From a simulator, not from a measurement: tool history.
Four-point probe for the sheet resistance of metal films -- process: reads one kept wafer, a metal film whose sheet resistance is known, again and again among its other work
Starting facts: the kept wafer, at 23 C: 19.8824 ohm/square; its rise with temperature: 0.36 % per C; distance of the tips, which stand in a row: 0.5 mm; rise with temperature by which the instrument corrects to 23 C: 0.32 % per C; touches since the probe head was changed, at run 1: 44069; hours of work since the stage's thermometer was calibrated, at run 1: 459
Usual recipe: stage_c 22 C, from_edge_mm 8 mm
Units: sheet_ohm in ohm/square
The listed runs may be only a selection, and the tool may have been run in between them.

| run | day | stage_c | from_edge_mm | touches since the probe head was changed | hours of work since the stage's thermometer was calibrated | sheet_ohm |
|---|---|---|---|---|---|---|
| 1 | 0 | 22 | 8 | 44069 | 459 | 19.836423 |
| 2 | 2.012 | 22 | 8 | 45429 | 492 | 19.830777 |
| 3 | 4.238 | 22 | 8 | 46933 | 529 | 19.836753 |
| 4 | 5.983 | 22 | 8 | 48113 | 558 | 19.83008 |
| 5 | 7.642 | 22 | 8 | 49233 | 585 | 19.832836 |
| 6 | 8.85 | 22 | 8 | 50050 | 605 | 19.821754 |
| 7 | 10.054 | 22 | 8 | 50864 | 625 | 19.823202 |
| 8 | 12.4 | 22 | 60 | 52452 | 664 | 19.780701 |
| 9 | 14.742 | 22 | 8 | 54034 | 703 | 19.814599 |
| 10 | 16.854 | 22 | 8 | 55460 | 738 | 19.814066 |
| 11 | 18.75 | 22 | 8 | 56743 | 769 | 19.81274 |
| 12 | 19.871 | 22 | 8 | 57501 | 788 | 19.808381 |
| 13 | 22.262 | 22 | 8 | 59117 | 827 | 19.802609 |
| 14 | 23.438 | 22 | 8 | 59911 | 847 | 19.802839 |
| 15 | 25.467 | 22 | 8 | 61282 | 880 | 19.796174 |
| 16 | 27.854 | 22 | 39 | 62896 | 920 | 19.755364 |
| 17 | 29.233 | 22 | 39 | 63829 | 943 | 19.755667 |
| 18 | 30.904 | 22 | 39 | 64958 | 970 | 19.75318 |
| 19 | 33.183 | 22 | 8 | 66499 | 1008 | 19.789781 |
| 20 | 34.45 | 22 | 8 | 67356 | 1029 | 19.78566 |
| 21 | 35.679 | 22 | 8 | 68186 | 1049 | 19.777971 |
| 22 | 36.671 | 22 | 8 | 68857 | 1066 | 19.783559 |
| 23 | 38.321 | 22 | 7 | 69971 | 1093 | 19.794829 |
| 24 | 40.183 | 32 | 50 | 71232 | 1124 | 19.820417 |
| 25 | 41.4 | 32 | 46 | 72052 | 1144 | 19.819018 |
| 26 | 43.775 | 31 | 5 | 73658 | 1184 | 19.914181 |
| 27 | 45.404 | 21 | 29 | 74759 | 1210 | 19.716725 |
| 28 | 47.592 | 23 | 53 | 76238 | 1247 | 19.737383 |
| 29 | 49.942 | 33 | 24 | 77827 | 1286 | 19.817387 |
| 30 | 51.879 | 33 | 18 | 79138 | 1318 | 19.816571 |
| 31 | 53.367 | 25 | 6 | 80144 | 1342 | 19.821089 |
| 32 | 54.729 | 25 | 6 | 81063 | 1365 | 19.806089 |
| 33 | 56.354 | 32 | 6 | 82163 | 1392 | 19.878773 |
| 34 | 57.892 | 19 | 8 | 83201 | 1417 | 19.729363 |
| 35 | 60.129 | 31 | 16 | 84714 | 1454 | 19.786121 |
| 36 | 62.596 | 33 | 11 | 86382 | 1495 | 19.819496 |
| 37 | 63.917 | 34 | 69 | 87273 | 1517 | 19.804784 |
| 38 | 65.638 | 18 | 12 | 88436 | 1546 | 19.677113 |
| 39 | 67.55 | 34 | 43 | 89729 | 1577 | 19.79601 |
| 40 | 69.471 | 22 | 12 | 91027 | 1609 | 19.707656 |
| 41 | 70.642 | 19 | 12 | 91819 | 1628 | 19.685953 |
| 42 | 71.658 | 26 | 30 | 92506 | 1645 | 19.721444 |
| 43 | 73.796 | 27 | 19 | 93951 | 1681 | 19.729156 |
| 44 | 75.067 | 27 | 19 | 94811 | 1702 | 19.738639 |

Alternative continuations, all from the tool just after run 44; predict every row:
| A | 77.396 | 27 | 72 | 96386 | 1740 | ? |
| B | 77.396 | 18 | 24 | 96386 | 1740 | ? |
| C | 77.396 | 21 | 8 | 96386 | 1740 | ? |
| D | 77.396 | 34 | 8 | 96386 | 1740 | ? |
| E | 77.396 | 25 | 9 | 96386 | 1740 | ? |

| run | sheet_ohm |
|---|---|
| A | 19.727392 |
| B | 19.654735 |
| C | 19.712256 |
| D | 19.826198 |
| E | 19.745248 |
Stripped of hidden state, with their random variation kept, the same runs would have yielded:
| run | sheet_ohm |
|---|---|
| A | 19.920325 |
| B | 19.847665 |
| C | 19.905484 |
| D | 20.019545 |
| E | 19.938489 |
